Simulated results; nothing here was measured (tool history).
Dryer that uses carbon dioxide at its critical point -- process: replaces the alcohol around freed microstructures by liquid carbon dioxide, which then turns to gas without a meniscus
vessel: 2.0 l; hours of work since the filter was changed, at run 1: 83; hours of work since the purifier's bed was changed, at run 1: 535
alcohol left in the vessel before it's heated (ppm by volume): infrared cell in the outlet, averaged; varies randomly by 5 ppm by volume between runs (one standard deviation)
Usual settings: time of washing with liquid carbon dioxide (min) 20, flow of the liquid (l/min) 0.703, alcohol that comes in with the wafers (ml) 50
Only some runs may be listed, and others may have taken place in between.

run     day  time of washing with liquid carbon dioxide (min)  flow of the liquid (l/min)  alcohol that comes in with the wafers (ml)  hours of work since the filter was changed  hours of work since the purifier's bed was changed  alcohol left in the vessel before it's heated (ppm by volume)
  1   0.000                                                20                       0.703                                          50                                          83                                                 535                                                            222
  2   1.154                                                20                       0.703                                          50                                          96                                                 548                                                            227
  3   2.029                                                20                       0.703                                          50                                         106                                                 557                                                            222
  4   3.596                                                20                       0.703                                          50                                         123                                                 575                                                            227
  5   4.971                                                20                       0.703                                          50                                         139                                                 590                                                            242
  6   6.562                                                20                       0.703                                          50                                         157                                                 608                                                            251
  7   7.379                                                20                       0.703                                          50                                         166                                                 617                                                            242
  8   8.367                                                20                       0.703                                          50                                         177                                                 629                                                            265
  9   9.692                                                20                       0.757                                          50                                         192                                                 643                                                            243
 10  10.808                                                20                       0.757                                          50                                         204                                                 656                                                            243
 11  12.171                                                20                       0.757                                         106                                         219                                                 671                                                            291
 12  13.296                                                20                       0.757                                         106                                         232                                                 684                                                            293
     14.900  -- inlet filter changed
 13  14.900                                                22                       0.703                                         101                                           0                                                 701                                                            254
 14  15.742                                                22                       0.764                                         101                                           9                                                 711                                                            249
 15  17.200                                                22                       0.764                                         101                                          26                                                 727                                                            257
 16  18.583                                                22                       0.764                                         101                                          41                                                 743                                                            258
 17  19.962                                                22                       0.764                                         101                                          57                                                 758                                                            274
 18  21.158                                                22                       0.764                                         101                                          70                                                 772                                                            262
 19  22.975                                                22                       0.764                                         101                                          91                                                 792                                                            276
 20  24.217                                                22                       0.764                                         101                                         104                                                 806                                                            284
 21  25.121                                                25                       0.764                                         101                                         115                                                 816                                                            275
     25.400  -- purifier's bed changed
 22  26.358                                                20                       0.525                                          50                                         127                                                  11                                                            236

Had the tool no unlogged condition, and each run kept its random variation, what would the results have been?
The tool's hidden condition here consists of: flow that reaches the vessel past the clogged filter, %; alcohol in the recycled carbon dioxide, ppm; drift of the gauge itself on alcohol_ppm, %.
run  alcohol left in the vessel before it's heated (ppm by volume)
  1                                                             42
  2                                                             36
  3                                                             32
  4                                                             34
  5                                                             35
  6                                                             40
  7                                                             28
  8                                                             38
  9                                                             23
 10                                                             19
 11                                                             42
 12                                                             40
 13                                                             32
 14                                                             17
 15                                                             20
 16                                                             20
 17                                                             23
 18                                                             11
 19                                                             19
 20                                                             25
 21                                                              5
 22                                                            190
